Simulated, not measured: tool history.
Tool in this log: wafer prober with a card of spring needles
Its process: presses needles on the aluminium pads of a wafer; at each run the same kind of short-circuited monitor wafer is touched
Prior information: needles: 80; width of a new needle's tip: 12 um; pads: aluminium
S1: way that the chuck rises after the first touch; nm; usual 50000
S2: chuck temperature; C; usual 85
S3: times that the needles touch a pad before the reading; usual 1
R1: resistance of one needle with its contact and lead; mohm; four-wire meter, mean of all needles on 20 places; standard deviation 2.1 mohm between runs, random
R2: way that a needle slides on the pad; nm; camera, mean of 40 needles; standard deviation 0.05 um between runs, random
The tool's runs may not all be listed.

run 1 day=0 | S1=50000 S2=85 S3=1 | R1=232 R2=10210
-- day=0.346 tips cleaned on abrasive film
-- day=0.925 tips cleaned on abrasive film
-- day=1.383 tips cleaned on abrasive film
-- day=1.962 tips cleaned on abrasive film
run 2 day=2.021 | S1=50000 S2=85 S3=1 | R1=235 R2=10090
-- day=2.483 tips cleaned on abrasive film
-- day=3.058 tips cleaned on abrasive film
-- day=3.638 tips cleaned on abrasive film
run 3 day=4.083 | S1=50000 S2=85 S3=1 | R1=234 R2=10150
-- day=4.2 tips cleaned on abrasive film
-- day=4.329 height of the first contact set anew
-- day=4.675 tips cleaned on abrasive film
-- day=5.25 tips cleaned on abrasive film
-- day=5.825 tips cleaned on abrasive film
-- day=6.288 tips cleaned on abrasive film
run 4 day=6.375 | S1=50000 S2=85 S3=1 | R1=234 R2=10190
-- day=6.838 tips cleaned on abrasive film
-- day=7.412 tips cleaned on abrasive film
-- day=7.875 tips cleaned on abrasive film
-- day=8.45 tips cleaned on abrasive film
-- day=9.029 tips cleaned on abrasive film
-- day=9.488 tips cleaned on abrasive film
run 5 day=9.917 | S1=50000 S2=85 S3=1 | R1=234 R2=10190
-- day=10.033 tips cleaned on abrasive film
-- day=10.496 tips cleaned on abrasive film
-- day=11.071 tips cleaned on abrasive film
-- day=11.65 tips cleaned on abrasive film
-- day=12.108 tips cleaned on abrasive film
-- day=12.571 tips cleaned on abrasive film
run 6 day=12.762 | S1=67000 S2=85 S3=1 | R1=232 R2=13570
-- day=13.112 tips cleaned on abrasive film
-- day=13.688 tips cleaned on abrasive film
-- day=14.158 height of the first contact set anew
-- day=14.275 tips cleaned on abrasive film
-- day=14.854 tips cleaned on abrasive film
-- day=15.312 tips cleaned on abrasive film
-- day=15.775 tips cleaned on abrasive film
-- day=16.35 tips cleaned on abrasive film
run 7 day=16.45 | S1=67000 S2=85 S3=1 | R1=231 R2=13850
-- day=16.912 tips cleaned on abrasive film
-- day=17.375 tips cleaned on abrasive film
-- day=17.838 tips cleaned on abrasive film
-- day=18.412 tips cleaned on abrasive film
-- day=18.875 tips cleaned on abrasive film
-- day=19.45 tips cleaned on abrasive film
run 8 day=19.783 | S1=31000 S2=85 S3=1 | R1=245 R2=6390
-- day=20.017 tips cleaned on abrasive film
-- day=20.479 tips cleaned on abrasive film
-- day=20.942 tips cleaned on abrasive film
-- day=21.517 tips cleaned on abrasive film
-- day=21.979 tips cleaned on abrasive film
-- day=22.442 tips cleaned on abrasive film
-- day=23.017 tips cleaned on abrasive film
run 9 day=23.092 | S1=31000 S2=85 S3=1 | R1=244 R2=6310
-- day=23.55 tips cleaned on abrasive film
-- day=23.908 height of the first contact set anew
-- day=24.025 tips cleaned on abrasive film
-- day=24.488 tips cleaned on abrasive film
-- day=25.062 tips cleaned on abrasive film
-- day=25.525 tips cleaned on abrasive film
-- day=25.988 tips cleaned on abrasive film
-- day=26.562 tips cleaned on abrasive film
run 10 day=26.983 | S1=31000 S2=85 S3=1 | R1=245 R2=6390
-- day=27.1 tips cleaned on abrasive film
-- day=27.675 tips cleaned on abrasive film
-- day=28.138 tips cleaned on abrasive film
-- day=28.6 tips cleaned on abrasive film
run 11 day=28.871 | S1=31000 S2=85 S3=1 | R1=248 R2=6360
-- day=29.104 tips cleaned on abrasive film
-- day=29.567 tips cleaned on abrasive film
-- day=30.029 tips cleaned on abrasive film
-- day=30.604 tips cleaned on abrasive film
-- day=31.067 tips cleaned on abrasive film
-- day=31.642 tips cleaned on abrasive film
-- day=32.104 tips cleaned on abrasive film
run 12 day=32.404 | S1=54000 S2=54 S3=1 | R1=223 R2=11100
-- day=32.638 tips cleaned on abrasive film
-- day=33.1 tips cleaned on abrasive film
-- day=33.675 tips cleaned on abrasive film
-- day=33.688 height of the first contact set anew
-- day=34.262 tips cleaned on abrasive film
-- day=34.725 tips cleaned on abrasive film
-- day=35.3 tips cleaned on abrasive film
run 13 day=35.4 | S1=55000 S2=89 S3=1 | R1=234 R2=11310
-- day=35.862 tips cleaned on abrasive film
-- day=36.325 tips cleaned on abrasive film
-- day=36.9 tips cleaned on abrasive film
-- day=37.362 tips cleaned on abrasive film
-- day=37.938 tips cleaned on abrasive film
-- day=38.4 tips cleaned on abrasive film
run 14 day=38.808 | S1=37000 S2=58 S3=1 | R1=231 R2=7660
-- day=38.925 tips cleaned on abrasive film
-- day=39.388 tips cleaned on abrasive film
-- day=39.85 tips cleaned on abrasive film
-- day=40.425 tips cleaned on abrasive film
-- day=41 tips cleaned on abrasive film
-- day=41.579 tips cleaned on abrasive film
-- day=42.154 tips cleaned on abrasive film
run 15 day=42.233 | S1=42000 S2=26 S3=2 | R1=221 R2=8640
-- day=42.696 tips cleaned on abrasive film
-- day=43.271 tips cleaned on abrasive film
-- day=43.512 height of the first contact set anew
-- day=43.858 tips cleaned on abrasive film
-- day=44.321 tips cleaned on abrasive film
run 16 day=44.675 | S1=50000 S2=85 S3=1 | R1=234 R2=10280
-- day=44.792 tips cleaned on abrasive film
-- day=45.254 tips cleaned on abrasive film
-- day=45.717 tips cleaned on abrasive film
-- day=46.179 tips cleaned on abrasive film
-- day=46.642 tips cleaned on abrasive film
-- day=47.217 tips cleaned on abrasive film
-- day=47.679 tips cleaned on abrasive film
run 17 day=47.758 | S1=54000 S2=69 S3=2 | R1=227 R2=11150
-- day=48.221 tips cleaned on abrasive film
-- day=48.683 tips cleaned on abrasive film
-- day=49.258 tips cleaned on abrasive film
-- day=49.721 tips cleaned on abrasive film
-- day=50.183 tips cleaned on abrasive film
run 18 day=50.271 | S1=54000 S2=69 S3=2 | R1=222 R2=11090
-- day=50.733 tips cleaned on abrasive film
-- day=51.308 tips cleaned on abrasive film
-- day=51.883 tips cleaned on abrasive film
-- day=52.346 tips cleaned on abrasive film
run 19 day=52.662 | S1=36000 S2=69 S3=1 | R1=232 R2=7410
-- day=52.892 tips cleaned on abrasive film
-- day=53.362 height of the first contact set anew
-- day=53.483 tips cleaned on abrasive film
-- day=54.058 tips cleaned on abrasive film
-- day=54.633 tips cleaned on abrasive film
-- day=55.096 tips cleaned on abrasive film
-- day=55.671 tips cleaned on abrasive film
-- day=56.133 tips cleaned on abrasive film
run 20 day=56.162 | S1=53000 S2=101 S3=2 | R1=232 R2=11040
-- day=56.625 tips cleaned on abrasive film
-- day=57.088 tips cleaned on abrasive film
-- day=57.546 tips cleaned on abrasive film
-- day=58.125 tips cleaned on abrasive film
-- day=58.583 tips cleaned on abrasive film
-- day=59.162 tips cleaned on abrasive film
run 21 day=59.571 | S1=33000 S2=119 S3=1 | R1=250 R2=6820
-- day=59.688 tips cleaned on abrasive film
-- day=60.15 tips cleaned on abrasive film
-- day=60.725 tips cleaned on abrasive film
-- day=61.188 tips cleaned on abrasive film
run 22 day=61.404 | S1=50000 S2=60 S3=3 | R1=227 R2=10420

3 options for the next run, each taken on its own from the tool as it stands now. Forecast them:
-- day=61.75 tips cleaned on abrasive film
-- day=62.329 tips cleaned on abrasive film
-- day=62.788 tips cleaned on abrasive film
-- day=63.146 height of the first contact set anew
-- day=63.262 tips cleaned on abrasive film
-- day=63.838 tips cleaned on abrasive film
-- day=64.417 tips cleaned on abrasive film
-- day=64.875 tips cleaned on abrasive film
run A day=65.121 | S1=50000 S2=105 S3=1 | R1=? R2=?
-- day=61.75 tips cleaned on abrasive film
-- day=62.329 tips cleaned on abrasive film
-- day=62.788 tips cleaned on abrasive film
-- day=63.146 height of the first contact set anew
-- day=63.262 tips cleaned on abrasive film
-- day=63.838 tips cleaned on abrasive film
-- day=64.417 tips cleaned on abrasive film
-- day=64.875 tips cleaned on abrasive film
run B day=65.121 | S1=49000 S2=47 S3=3 | R1=? R2=?
-- day=61.75 tips cleaned on abrasive film
-- day=62.329 tips cleaned on abrasive film
-- day=62.788 tips cleaned on abrasive film
-- day=63.146 height of the first contact set anew
-- day=63.262 tips cleaned on abrasive film
-- day=63.838 tips cleaned on abrasive film
-- day=64.417 tips cleaned on abrasive film
-- day=64.875 tips cleaned on abrasive film
run C day=65.121 | S1=53000 S2=47 S3=1 | R1=? R2=?

run=A R1=239 R2=10440
run=B R1=224 R2=10240
run=C R1=223 R2=11050
Without the tool's unlogged condition, the same runs would have read:
run=A R1=238 R2=10180
run=B R1=224 R2=9990
run=C R1=223 R2=10770
